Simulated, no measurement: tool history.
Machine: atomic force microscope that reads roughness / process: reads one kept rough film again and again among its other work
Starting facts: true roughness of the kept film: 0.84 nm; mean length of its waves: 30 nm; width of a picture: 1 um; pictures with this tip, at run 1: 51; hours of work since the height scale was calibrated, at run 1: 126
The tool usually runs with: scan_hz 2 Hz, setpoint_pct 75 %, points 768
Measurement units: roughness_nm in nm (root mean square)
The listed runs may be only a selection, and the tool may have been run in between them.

| run | hour | scan_hz | setpoint_pct | points | pictures with this tip | hours of work since the height scale was calibrated | roughness_nm |
|---|---|---|---|---|---|---|---|
| 1 | 0 | 2 | 75 | 768 | 51 | 126 | 0.704 |
| 2 | 8.8 | 2 | 75 | 768 | 72 | 133 | 0.703 |
| 3 | 19.4 | 2 | 90 | 768 | 98 | 140 | 0.606 |
| 4 | 29.5 | 2 | 90 | 768 | 122 | 148 | 0.608 |
| 5 | 38.1 | 2 | 75 | 768 | 143 | 154 | 0.703 |
| 6 | 45.3 | 0.59 | 75 | 768 | 161 | 159 | 0.781 |
| 7 | 55.5 | 0.59 | 75 | 768 | 186 | 167 | 0.783 |
|  | 57.3 | new tip fitted |
| 8 | 68.1 | 0.59 | 75 | 768 | 26 | 175 | 0.781 |
| 9 | 83.6 | 0.59 | 75 | 768 | 64 | 187 | 0.781 |
| 10 | 97.8 | 2 | 75 | 768 | 99 | 197 | 0.704 |
| 11 | 111.9 | 2 | 75 | 768 | 133 | 207 | 0.704 |
| 12 | 128.3 | 2 | 75 | 546 | 173 | 219 | 0.7 |
|  | 135.3 | new tip fitted |
| 13 | 141.7 | 2 | 75 | 546 | 15 | 228 | 0.699 |
| 14 | 152.4 | 2 | 75 | 546 | 41 | 236 | 0.7 |
| 15 | 165.6 | 2 | 75 | 768 | 74 | 246 | 0.705 |
| 16 | 173 | 2 | 73 | 768 | 92 | 251 | 0.715 |
| 17 | 182.2 | 2 | 75 | 768 | 114 | 258 | 0.704 |
| 18 | 192.1 | 2 | 75 | 768 | 138 | 265 | 0.703 |
| 19 | 207.4 | 2 | 75 | 343 | 175 | 276 | 0.698 |
|  | 214 | new tip fitted |
| 20 | 214.8 | 2 | 75 | 999 | 2 | 281 | 0.705 |
| 21 | 226 | 2 | 75 | 999 | 30 | 289 | 0.704 |
| 22 | 236.4 | 2 | 75 | 999 | 55 | 297 | 0.705 |
| 23 | 246.9 | 2 | 75 | 999 | 81 | 304 | 0.706 |
| 24 | 257.8 | 3.78 | 57 | 750 | 107 | 312 | 0.742 |
| 25 | 274.2 | 0.81 | 55 | 768 | 147 | 324 | 0.807 |
| 26 | 285.6 | 2.65 | 55 | 257 | 175 | 332 | 0.76 |
|  | 291.8 | new tip fitted |
| 27 | 299.1 | 1.49 | 59 | 585 | 17 | 342 | 0.782 |
| 28 | 307.7 | 3.09 | 89 | 700 | 39 | 348 | 0.539 |
| 29 | 318.3 | 1.81 | 61 | 415 | 64 | 356 | 0.766 |
| 30 | 325.5 | 0.8 | 79 | 969 | 82 | 361 | 0.76 |
| 31 | 339 | 0.8 | 79 | 969 | 115 | 371 | 0.762 |
| 32 | 355.5 | 1.34 | 64 | 768 | 155 | 383 | 0.774 |
|  | 370.6 | new tip fitted |
| 33 | 370.8 | 1.34 | 64 | 768 | 0 | 393 | 0.774 |
| 34 | 377.8 | 1.34 | 64 | 897 | 17 | 399 | 0.777 |
| 35 | 392.8 | 0.82 | 75 | 386 | 54 | 409 | 0.766 |
| 36 | 404.1 | 0.57 | 61 | 768 | 81 | 418 | 0.807 |
| 37 | 416.2 | 0.57 | 61 | 768 | 111 | 426 | 0.807 |
| 38 | 423.3 | 1.29 | 84 | 610 | 128 | 432 | 0.7 |
| 39 | 435.8 | 2 | 88 | 564 | 158 | 441 | 0.622 |
|  | 448.9 | new tip fitted |
| 40 | 452 | 3.11 | 88 | 531 | 8 | 452 | 0.547 |
| 41 | 458.9 | 0.93 | 75 | 768 | 25 | 457 | 0.761 |
| 42 | 467.6 | 0.58 | 61 | 768 | 46 | 463 | 0.808 |

For each entry between runs, how does the tool's hidden state at the last listed run before it compare with that at the first listed run after it?
After run 7, before run 8: new tip fitted (hour 57.3)
  radius of the tip, nm: 5.2 -> 5
After run 12, before run 13: new tip fitted (hour 135.3)
  radius of the tip, nm: 5.2 -> 5
After run 19, before run 20: new tip fitted (hour 214)
  radius of the tip, nm: 5.2 -> 5
After run 26, before run 27: new tip fitted (hour 291.8)
  radius of the tip, nm: 5.2 -> 5
After run 32, before run 33: new tip fitted (hour 370.6)
  radius of the tip, nm: 5.2 -> 5
After run 39, before run 40: new tip fitted (hour 448.9)
  radius of the tip, nm: 5.2 -> 5

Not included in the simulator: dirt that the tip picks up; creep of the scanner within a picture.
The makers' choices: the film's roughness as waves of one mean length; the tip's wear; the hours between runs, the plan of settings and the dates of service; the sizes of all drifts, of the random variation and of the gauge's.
